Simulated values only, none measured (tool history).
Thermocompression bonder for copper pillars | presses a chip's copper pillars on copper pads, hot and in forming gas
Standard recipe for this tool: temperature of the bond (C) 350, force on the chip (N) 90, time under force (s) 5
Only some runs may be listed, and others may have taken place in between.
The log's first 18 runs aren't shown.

| run | hour | temperature of the bond (C) | force on the chip (N) | time under force (s) | hours of work since the heater was calibrated | hours of work since the force cell was calibrated | hours of work since the gas filter was changed | force that shears a chip off (N) |
|---|---|---|---|---|---|---|---|---|
| 19 | 121.2 | 350 | 90 | 3 | 440 | 221 | 36 | 62 |
| 20 | 129.1 | 350 | 90 | 3 | 444 | 225 | 40 | 62 |
| 21 | 137.8 | 350 | 90 | 3 | 448 | 230 | 45 | 62.7 |
| 22 | 147.6 | 348 | 75 | 13 | 454 | 235 | 50 | 88 |
| 23 | 151.8 | 348 | 75 | 13 | 456 | 237 | 52 | 87.9 |
| 24 | 156 | 374 | 90 | 7 | 458 | 239 | 54 | 103.6 |
| 25 | 161.1 | 353 | 88 | 8 | 461 | 242 | 57 | 90.4 |
| 26 | 165.9 | 353 | 88 | 8 | 463 | 245 | 59 | 88.3 |
| 27 | 171.3 | 346 | 106 | 3 | 466 | 247 | 62 | 70.6 |
| 28 | 175.9 | 355 | 106 | 7 | 468 | 250 | 65 | 102.1 |
| 29 | 184.9 | 355 | 61 | 7 | 473 | 254 | 69 | 63.2 |
| 30 | 194.3 | 350 | 123 | 3 | 478 | 259 | 74 | 84.3 |
| 31 | 203.4 | 350 | 123 | 3 | 483 | 264 | 79 | 82.3 |
| 32 | 209.8 | 332 | 106 | 5 | 486 | 267 | 82 | 71.1 |
| 33 | 213.8 | 359 | 54 | 5 | 488 | 270 | 84 | 52.4 |
| 34 | 222.3 | 359 | 54 | 5 | 493 | 274 | 89 | 51.6 |
| 35 | 228.6 | 352 | 88 | 4 | 496 | 277 | 92 | 69.5 |

Forecast each of these 3 alternatives for the next run:
| A | 236.4 | 329 | 71 | 8 | 500 | 281 | 96 | ? |
| B | 236.4 | 327 | 58 | 7 | 500 | 281 | 96 | ? |
| C | 236.4 | 378 | 74 | 5 | 500 | 281 | 96 | ? |

| run | force that shears a chip off (N) |
|---|---|
| A | 57.5 |
| B | 42.3 |
| C | 85 |
With no hidden state in the tool, these same runs would have given:
| run | force that shears a chip off (N) |
|---|---|
| A | 57.8 |
| B | 42.6 |
| C | 85.3 |

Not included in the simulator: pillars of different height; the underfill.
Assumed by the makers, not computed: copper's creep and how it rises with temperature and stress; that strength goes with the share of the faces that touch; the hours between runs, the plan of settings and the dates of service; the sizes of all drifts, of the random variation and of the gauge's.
